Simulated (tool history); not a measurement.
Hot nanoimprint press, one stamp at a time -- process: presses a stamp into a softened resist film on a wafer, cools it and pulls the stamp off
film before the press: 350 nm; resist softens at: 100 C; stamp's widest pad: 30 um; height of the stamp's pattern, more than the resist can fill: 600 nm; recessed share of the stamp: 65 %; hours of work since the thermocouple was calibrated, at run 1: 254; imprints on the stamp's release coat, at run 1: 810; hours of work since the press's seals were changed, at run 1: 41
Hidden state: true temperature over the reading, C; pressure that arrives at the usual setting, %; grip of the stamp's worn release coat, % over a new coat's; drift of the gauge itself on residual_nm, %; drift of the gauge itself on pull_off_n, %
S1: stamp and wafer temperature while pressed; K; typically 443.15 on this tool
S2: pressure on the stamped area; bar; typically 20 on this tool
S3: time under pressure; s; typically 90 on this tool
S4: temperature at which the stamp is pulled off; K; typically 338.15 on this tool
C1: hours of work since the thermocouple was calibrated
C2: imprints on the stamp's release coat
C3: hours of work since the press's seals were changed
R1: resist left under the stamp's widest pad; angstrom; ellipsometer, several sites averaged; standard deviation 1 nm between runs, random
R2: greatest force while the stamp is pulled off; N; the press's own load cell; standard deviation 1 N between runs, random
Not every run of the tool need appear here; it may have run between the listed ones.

run   hour      S1    S2   S3      S4   C1   C2   C3    R1   R2
  1      0  443.15    20   90  338.15  254  810   41  1996  130
      12.8  -- stamp cleaned and given a new release coat
  2   12.9  443.15    20   90  338.15  259    1   46  1998  128
  3     25  443.15    20   90  338.15  268   41   55  2000  128
  4   34.7  443.15    20   90  329.15  275   74   62  2002  146
  5   42.2  449.15    20   90  329.15  280  100   67  1665  148
  6     58  443.15    20   90  329.15  292  153   78  1997  147
  7   68.6  432.15    20   90  338.15  299  189   86  2702  130
  8   83.8  432.15    20   63  338.15  310  240   97  2859  130
  9  100.9  432.15    20   63  338.15  323  298  109  2859  129
 10  111.4  443.15    20   90  332.15  330  334  117  2004  140
 11  127.4  443.15    20   79  338.15  342  388  128  2073  128
 12  137.3  443.15    20   51  338.15  349  421  135  2344  130
 13    147  443.15    20   51  338.15  356  454  142  2345  130
 14  160.5  443.15    20   90  325.15  366  500  152  2000  156
 15  172.6  443.15    15   90  338.15  374  540  161  2264  128
 16  188.9  440.15    20   90  345.15  386  596  173  2178  114
 17    198  437.15    20   90  338.15  393  626  179  2380  126
 18  205.2  437.15    20   86  338.15  398  651  184  2386  127
 19  220.1  437.15    20  149  324.15  408  701  195  2048  158
 20  235.6  443.15    20   85  338.15  420  753  206  2028  128
 21  245.8  443.15    14   63  325.15  427  788  213  2534  158
 22  257.8  443.15    14   63  325.15  435  828  222  2528  156
     264.6  -- stamp cleaned and given a new release coat
 23  275.1  443.15    14   63  325.15  444   36  230  2525  154
     281.3  -- plate thermocouple calibrated
 24    286  443.15    14   63  325.15    3   62  236  2511  155
 25  302.9  443.15    14   63  325.15   16  120  248  2532  155
 26  311.6  436.15  20.1   49  339.15   22  149  254  2781  129
 27  326.3  436.15  20.1   49  339.15   32  199  265  2774  128
 28  337.3  444.15    20  105  338.15   40  236  273  1849  129
 29  352.4  444.15    20  105  338.15   51  287  284  1844  129

Predict each of these 5 candidate next runs independently; none follows another, all start after run 29:
  A  359.6  440.15  28.7   46  338.15  56  311  289   ?   ?
  B  359.6  454.15    20   79  345.15  56  311  289   ?   ?
  C  359.6  443.15  23.7   90  337.15  56  311  289   ?   ?
  D  359.6  449.15    20   90  336.15  56  311  289   ?   ?
  E  359.6  444.15  19.6  105  338.15  56  311  289   ?   ?

run    R1   R2
  A  2265  129
  B  1494  115
  C  1856  131
  D  1680  132
  E  1866  129
Stripped of hidden state, with their random variation kept, the same runs would have yielded:
run    R1   R2
  A  2264  128
  B  1494  115
  C  1855  130
  D  1679  132
  E  1866  129
